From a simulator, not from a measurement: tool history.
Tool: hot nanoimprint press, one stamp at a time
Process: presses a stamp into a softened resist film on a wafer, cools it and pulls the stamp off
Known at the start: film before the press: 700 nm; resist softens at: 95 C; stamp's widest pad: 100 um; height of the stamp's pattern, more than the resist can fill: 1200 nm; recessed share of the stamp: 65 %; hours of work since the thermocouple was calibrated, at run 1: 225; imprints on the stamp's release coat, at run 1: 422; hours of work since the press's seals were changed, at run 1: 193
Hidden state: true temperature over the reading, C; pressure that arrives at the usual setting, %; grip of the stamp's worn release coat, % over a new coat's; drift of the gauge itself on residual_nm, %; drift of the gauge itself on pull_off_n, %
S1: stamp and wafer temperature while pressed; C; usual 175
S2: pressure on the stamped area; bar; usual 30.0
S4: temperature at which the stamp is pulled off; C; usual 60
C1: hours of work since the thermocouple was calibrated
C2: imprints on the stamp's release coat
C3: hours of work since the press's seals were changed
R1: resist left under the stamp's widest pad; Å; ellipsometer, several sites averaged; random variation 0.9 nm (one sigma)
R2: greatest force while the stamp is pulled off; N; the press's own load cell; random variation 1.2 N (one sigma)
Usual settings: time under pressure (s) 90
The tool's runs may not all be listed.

run 1 hour=0.0 | S1=175 S2=30.0 time_under_pressure_(s)=90 S4=60 | C1=225 C2=422 C3=193 | R1=3876 R2=213
-- hour=30.6 stamp cleaned and given a new release coat
run 2 hour=57.5 | S1=175 S2=30.0 time_under_pressure_(s)=90 S4=60 | C1=262 C2=150 C3=229 | R1=3904 R2=204
run 3 hour=105.6 | S1=175 S2=30.0 time_under_pressure_(s)=90 S4=49 | C1=295 C2=418 C3=263 | R1=3894 R2=258
run 4 hour=129.9 | S1=164 S2=30.0 time_under_pressure_(s)=90 S4=60 | C1=312 C2=554 C3=280 | R1=5022 R2=218
-- hour=139.3 stamp cleaned and given a new release coat
run 5 hour=169.6 | S1=164 S2=30.0 time_under_pressure_(s)=90 S4=60 | C1=336 C2=169 C3=304 | R1=5016 R2=209
run 6 hour=211.0 | S1=164 S2=30.0 time_under_pressure_(s)=90 S4=60 | C1=365 C2=400 C3=333 | R1=5051 R2=216

The next listed run, before its measurement:
-- hour=244.9 stamp cleaned and given a new release coat
run 7 hour=246.3 | S1=175 S2=31.9 time_under_pressure_(s)=90 S4=65 | C1=386 C2=8 C3=353 | R1=? R2=?

R1: 3840 Å
R2: 184 N
Without the tool's hidden state the same run would have given R1 3714 Å, R2 180 N.
